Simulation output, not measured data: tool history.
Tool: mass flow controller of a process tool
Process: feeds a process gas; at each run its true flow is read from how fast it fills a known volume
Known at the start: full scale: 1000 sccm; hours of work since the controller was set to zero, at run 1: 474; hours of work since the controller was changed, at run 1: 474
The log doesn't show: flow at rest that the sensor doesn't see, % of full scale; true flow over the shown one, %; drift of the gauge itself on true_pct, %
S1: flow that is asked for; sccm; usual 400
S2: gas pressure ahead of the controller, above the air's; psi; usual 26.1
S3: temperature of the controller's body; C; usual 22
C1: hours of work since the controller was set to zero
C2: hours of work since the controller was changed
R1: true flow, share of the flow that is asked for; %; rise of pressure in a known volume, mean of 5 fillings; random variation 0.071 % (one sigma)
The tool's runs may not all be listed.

{"run": 1, "day": 0.0, "S1": 400, "S2": 26.1, "S3": 22, "C1": 474, "C2": 474, "R1": 99.43}
{"run": 2, "day": 3.204, "S1": 400, "S2": 26.1, "S3": 22, "C1": 510, "C2": 510, "R1": 99.37}
{"run": 3, "day": 7.446, "S1": 400, "S2": 26.1, "S3": 22, "C1": 558, "C2": 558, "R1": 99.22}
{"run": 4, "day": 12.667, "S1": 400, "S2": 26.1, "S3": 22, "C1": 616, "C2": 616, "R1": 98.96}
{"run": 5, "day": 19.362, "S1": 400, "S2": 26.1, "S3": 22, "C1": 692, "C2": 692, "R1": 98.62}
{"run": 6, "day": 26.15, "S1": 400, "S2": 26.1, "S3": 22, "C1": 768, "C2": 768, "R1": 98.49}
{"run": 7, "day": 32.858, "S1": 400, "S2": 26.1, "S3": 33, "C1": 844, "C2": 844, "R1": 99.32}
{"run": 8, "day": 36.312, "S1": 400, "S2": 26.1, "S3": 33, "C1": 883, "C2": 883, "R1": 99.05}
{"run": 9, "day": 41.375, "S1": 400, "S2": 26.1, "S3": 33, "C1": 940, "C2": 940, "R1": 98.94}
{"run": 10, "day": 45.438, "S1": 400, "S2": 26.1, "S3": 33, "C1": 985, "C2": 985, "R1": 98.8}
{"run": 11, "day": 49.038, "S1": 456, "S2": 26.1, "S3": 22, "C1": 1026, "C2": 1026, "R1": 97.39}
{"run": 12, "day": 54.25, "S1": 456, "S2": 26.1, "S3": 22, "C1": 1085, "C2": 1085, "R1": 97.29}
{"day": 56.458, "done": "gauge calibrated"}
{"run": 13, "day": 59.892, "S1": 456, "S2": 26.1, "S3": 22, "C1": 1148, "C2": 1148, "R1": 99.41}
{"run": 14, "day": 65.129, "S1": 400, "S2": 26.1, "S3": 39, "C1": 1207, "C2": 1207, "R1": 101.17}
{"run": 15, "day": 71.433, "S1": 400, "S2": 26.1, "S3": 20, "C1": 1278, "C2": 1278, "R1": 98.81}
{"run": 16, "day": 74.421, "S1": 400, "S2": 26.1, "S3": 20, "C1": 1312, "C2": 1312, "R1": 98.46}
{"run": 17, "day": 78.204, "S1": 400, "S2": 26.1, "S3": 20, "C1": 1355, "C2": 1355, "R1": 98.36}
{"run": 18, "day": 83.708, "S1": 400, "S2": 35.0, "S3": 20, "C1": 1417, "C2": 1417, "R1": 97.91}
{"run": 19, "day": 88.604, "S1": 400, "S2": 26.1, "S3": 23, "C1": 1472, "C2": 1472, "R1": 98.23}
{"run": 20, "day": 93.492, "S1": 400, "S2": 26.1, "S3": 22, "C1": 1527, "C2": 1527, "R1": 97.9}
{"run": 21, "day": 96.988, "S1": 400, "S2": 26.1, "S3": 22, "C1": 1566, "C2": 1566, "R1": 97.79}
{"run": 22, "day": 102.271, "S1": 400, "S2": 26.1, "S3": 22, "C1": 1626, "C2": 1626, "R1": 97.71}
{"run": 23, "day": 105.508, "S1": 400, "S2": 26.1, "S3": 22, "C1": 1662, "C2": 1662, "R1": 97.39}
{"run": 24, "day": 111.458, "S1": 400, "S2": 39.9, "S3": 22, "C1": 1729, "C2": 1729, "R1": 96.88}
{"run": 25, "day": 117.188, "S1": 400, "S2": 24.7, "S3": 20, "C1": 1794, "C2": 1794, "R1": 96.81}
{"run": 26, "day": 120.696, "S1": 400, "S2": 24.7, "S3": 20, "C1": 1833, "C2": 1833, "R1": 96.62}
{"run": 27, "day": 124.621, "S1": 699, "S2": 29.7, "S3": 22, "C1": 1877, "C2": 1877, "R1": 96.65}
{"run": 28, "day": 130.704, "S1": 400, "S2": 30.2, "S3": 22, "C1": 1946, "C2": 1946, "R1": 96.31}
{"run": 29, "day": 136.075, "S1": 400, "S2": 30.7, "S3": 28, "C1": 2006, "C2": 2006, "R1": 96.76}
{"run": 30, "day": 141.262, "S1": 400, "S2": 30.7, "S3": 36, "C1": 2065, "C2": 2065, "R1": 97.33}
{"run": 31, "day": 145.433, "S1": 149, "S2": 26.1, "S3": 22, "C1": 2112, "C2": 2112, "R1": 95.55}
{"run": 32, "day": 149.708, "S1": 127, "S2": 22.3, "S3": 22, "C1": 2160, "C2": 2160, "R1": 95.58}
{"run": 33, "day": 153.225, "S1": 127, "S2": 22.3, "S3": 22, "C1": 2200, "C2": 2200, "R1": 95.38}
{"run": 34, "day": 159.179, "S1": 400, "S2": 36.0, "S3": 22, "C1": 2267, "C2": 2267, "R1": 94.98}
{"run": 35, "day": 161.933, "S1": 423, "S2": 29.3, "S3": 27, "C1": 2298, "C2": 2298, "R1": 95.42}
{"run": 36, "day": 167.154, "S1": 400, "S2": 39.9, "S3": 22, "C1": 2356, "C2": 2356, "R1": 94.51}
{"run": 37, "day": 172.679, "S1": 400, "S2": 39.9, "S3": 22, "C1": 2419, "C2": 2419, "R1": 94.23}
{"run": 38, "day": 175.538, "S1": 588, "S2": 27.6, "S3": 22, "C1": 2451, "C2": 2451, "R1": 94.42}
{"run": 39, "day": 178.438, "S1": 400, "S2": 20.9, "S3": 20, "C1": 2484, "C2": 2484, "R1": 94.26}
{"run": 40, "day": 184.962, "S1": 400, "S2": 20.9, "S3": 20, "C1": 2557, "C2": 2557, "R1": 93.99}
{"run": 41, "day": 191.404, "S1": 400, "S2": 26.1, "S3": 32, "C1": 2630, "C2": 2630, "R1": 94.98}
{"run": 42, "day": 195.479, "S1": 937, "S2": 29.2, "S3": 26, "C1": 2676, "C2": 2676, "R1": 94.12}
{"run": 43, "day": 200.921, "S1": 368, "S2": 29.4, "S3": 33, "C1": 2737, "C2": 2737, "R1": 94.46}
{"run": 44, "day": 204.071, "S1": 368, "S2": 29.4, "S3": 33, "C1": 2772, "C2": 2772, "R1": 94.34}
{"run": 45, "day": 209.583, "S1": 598, "S2": 31.6, "S3": 22, "C1": 2834, "C2": 2834, "R1": 92.99}
{"run": 46, "day": 215.042, "S1": 598, "S2": 22.3, "S3": 29, "C1": 2896, "C2": 2896, "R1": 93.75}
{"run": 47, "day": 219.896, "S1": 598, "S2": 22.3, "S3": 29, "C1": 2951, "C2": 2951, "R1": 93.49}
{"run": 48, "day": 225.438, "S1": 205, "S2": 34.8, "S3": 32, "C1": 3013, "C2": 3013, "R1": 93.09}

Forecast each of these 4 alternatives for the next run:
{"run": "A", "day": 228.517, "S1": 355, "S2": 34.8, "S3": 30, "C1": 3048, "C2": 3048, "R1": "?"}
{"run": "B", "day": 228.517, "S1": 734, "S2": 34.2, "S3": 22, "C1": 3048, "C2": 3048, "R1": "?"}
{"run": "C", "day": 228.517, "S1": 317, "S2": 34.8, "S3": 32, "C1": 3048, "C2": 3048, "R1": "?"}
{"run": "D", "day": 228.517, "S1": 116, "S2": 30.0, "S3": 36, "C1": 3048, "C2": 3048, "R1": "?"}

run=A R1=92.85
run=B R1=92.12
run=C R1=93.27
run=D R1=93.51
Without the tool's hidden state the same runs would have given:
run=A R1=100.19
run=B R1=99.40
run=C R1=100.64
run=D R1=100.92
